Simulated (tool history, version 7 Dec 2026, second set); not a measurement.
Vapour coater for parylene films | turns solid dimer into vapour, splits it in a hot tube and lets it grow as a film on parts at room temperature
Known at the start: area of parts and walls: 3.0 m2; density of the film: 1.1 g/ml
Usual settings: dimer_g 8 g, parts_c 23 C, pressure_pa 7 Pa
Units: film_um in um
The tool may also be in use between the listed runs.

run,hour,dimer_g,parts_c,pressure_pa,film_um
1,0,8,23,7,1.53
2,37.4,8,23,7,1.51
3,76.4,8,23,7,1.51
4,106.8,8,23,5.08,1.58
5,139.3,3,23,7,0.58
6,159.6,3,23,7,0.59
7,175.9,3,23,7,0.56
8,210,8,29,7,1.22
9,234.2,8,29,7,1.19
10,265.6,8,23,7,1.49
11,294.4,8,23,7,1.47
12,333.7,8,23,7,1.46
13,358.8,8,23,7,1.48
14,383.3,5,23,7,0.91
15,403.4,8,23,7,1.44
16,426.2,8,23,9.78,1.39
17,458.7,8,23,7,1.47
18,489.6,8,23,7,1.48
19,521.3,8,23,7,1.44
20,552.2,8,23,7,1.43
21,575.6,8,23,7,1.42
22,592,8,23,7,1.44
23,632.5,8,23,7,1.44
# hour 666.5: trap's valve overhauled
24,666.5,8,23,7,1.54
25,702,8,23,7,1.49
26,728.3,9,19,5.15,2.08
27,754.2,10,20,7,2.13
28,792.7,8,17,3.62,2.11
29,812.9,8,15,3.62,2.24
30,831.2,13,23,3.71,2.68
31,856.8,13,16,3.71,3.52
32,878.3,3,20,7,0.66
33,894.6,10,15,7.55,2.55
# hour 906.4: table's thermometer calibrated
34,932.9,8,20,7,1.61
35,949.7,8,20,7,1.58
36,986.7,13,20,8.71,2.49
37,1019.4,5,29,7,0.69
38,1043,7,29,7,1.01
39,1070.4,7,29,7,0.98
40,1109.1,3,28,5.26,0.46
41,1132.5,3,28,5.26,0.45
42,1172.9,10,28,5.26,1.54
43,1201.2,4,28,5.41,0.59
44,1227.8,4,32,6.83,0.52
45,1247.8,7,17,3.49,1.68
46,1273.7,7,17,3.49,1.68

Forecast each of these 3 alternatives for the next run:
A,1308.5,8,31,3.49,?
B,1308.5,7,27,4.18,?
C,1308.5,7,17,3.61,?

run,film_um
A,1.13
B,1.1
C,1.67
Without the tool's hidden state the same runs would have given:
run,film_um
A,1.22
B,1.19
C,1.8
